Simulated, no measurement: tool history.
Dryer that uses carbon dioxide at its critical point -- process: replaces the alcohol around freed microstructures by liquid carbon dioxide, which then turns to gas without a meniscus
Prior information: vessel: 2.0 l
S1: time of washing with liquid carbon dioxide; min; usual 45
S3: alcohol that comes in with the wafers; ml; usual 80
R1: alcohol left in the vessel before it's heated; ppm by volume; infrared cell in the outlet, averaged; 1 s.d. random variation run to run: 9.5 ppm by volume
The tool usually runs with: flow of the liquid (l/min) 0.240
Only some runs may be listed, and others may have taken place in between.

{"run": 1, "hour": 0.0, "S1": 45, "flow of the liquid (l/min)": 0.24, "S3": 80, "R1": 1097}
{"run": 2, "hour": 9.1, "S1": 45, "flow of the liquid (l/min)": 0.24, "S3": 80, "R1": 1094}
{"run": 3, "hour": 18.4, "S1": 45, "flow of the liquid (l/min)": 0.24, "S3": 80, "R1": 1085}
{"run": 4, "hour": 26.6, "S1": 45, "flow of the liquid (l/min)": 0.373, "S3": 80, "R1": 252}
{"run": 5, "hour": 35.9, "S1": 45, "flow of the liquid (l/min)": 0.373, "S3": 57, "R1": 200}
{"run": 6, "hour": 42.7, "S1": 45, "flow of the liquid (l/min)": 0.373, "S3": 57, "R1": 208}
{"run": 7, "hour": 55.2, "S1": 45, "flow of the liquid (l/min)": 0.373, "S3": 112, "R1": 329}
{"hour": 60.4, "done": "inlet filter changed"}
{"run": 8, "hour": 66.1, "S1": 45, "flow of the liquid (l/min)": 0.373, "S3": 112, "R1": 173}
{"run": 9, "hour": 76.4, "S1": 45, "flow of the liquid (l/min)": 0.373, "S3": 112, "R1": 178}
{"run": 10, "hour": 84.7, "S1": 45, "flow of the liquid (l/min)": 0.373, "S3": 112, "R1": 179}
{"run": 11, "hour": 93.6, "S1": 45, "flow of the liquid (l/min)": 0.373, "S3": 112, "R1": 180}
{"run": 12, "hour": 106.9, "S1": 45, "flow of the liquid (l/min)": 0.373, "S3": 112, "R1": 188}
{"run": 13, "hour": 116.6, "S1": 45, "flow of the liquid (l/min)": 0.24, "S3": 44, "R1": 409}
{"run": 14, "hour": 126.3, "S1": 52, "flow of the liquid (l/min)": 0.268, "S3": 30, "R1": 171}
{"run": 15, "hour": 139.2, "S1": 52, "flow of the liquid (l/min)": 0.268, "S3": 30, "R1": 168}
{"run": 16, "hour": 149.6, "S1": 52, "flow of the liquid (l/min)": 0.268, "S3": 30, "R1": 171}
{"run": 17, "hour": 155.9, "S1": 49, "flow of the liquid (l/min)": 0.203, "S3": 102, "R1": 1186}
{"run": 18, "hour": 165.0, "S1": 38, "flow of the liquid (l/min)": 0.362, "S3": 80, "R1": 343}
{"run": 19, "hour": 176.1, "S1": 38, "flow of the liquid (l/min)": 0.338, "S3": 42, "R1": 272}
{"run": 20, "hour": 183.0, "S1": 43, "flow of the liquid (l/min)": 0.24, "S3": 49, "R1": 604}
{"run": 21, "hour": 194.3, "S1": 41, "flow of the liquid (l/min)": 0.24, "S3": 80, "R1": 1079}
{"run": 22, "hour": 201.4, "S1": 41, "flow of the liquid (l/min)": 0.24, "S3": 80, "R1": 1120}
{"run": 23, "hour": 213.6, "S1": 41, "flow of the liquid (l/min)": 0.274, "S3": 80, "R1": 730}

Forecast each of these 4 alternatives for the next run:
{"run": "A", "hour": 220.1, "S1": 41, "flow of the liquid (l/min)": 0.23, "S3": 80, "R1": "?"}
{"run": "B", "hour": 220.1, "S1": 35, "flow of the liquid (l/min)": 0.152, "S3": 44, "R1": "?"}
{"run": "C", "hour": 220.1, "S1": 41, "flow of the liquid (l/min)": 0.277, "S3": 30, "R1": "?"}
{"run": "D", "hour": 220.1, "S1": 47, "flow of the liquid (l/min)": 0.188, "S3": 87, "R1": "?"}

run=A R1=1273
run=B R1=3016
run=C R1=331
run=D R1=1666
With the hidden condition removed and each run's random variation left untouched, the same runs would have given:
run=A R1=917
run=B R1=2523
run=C R1=169
run=D R1=1234
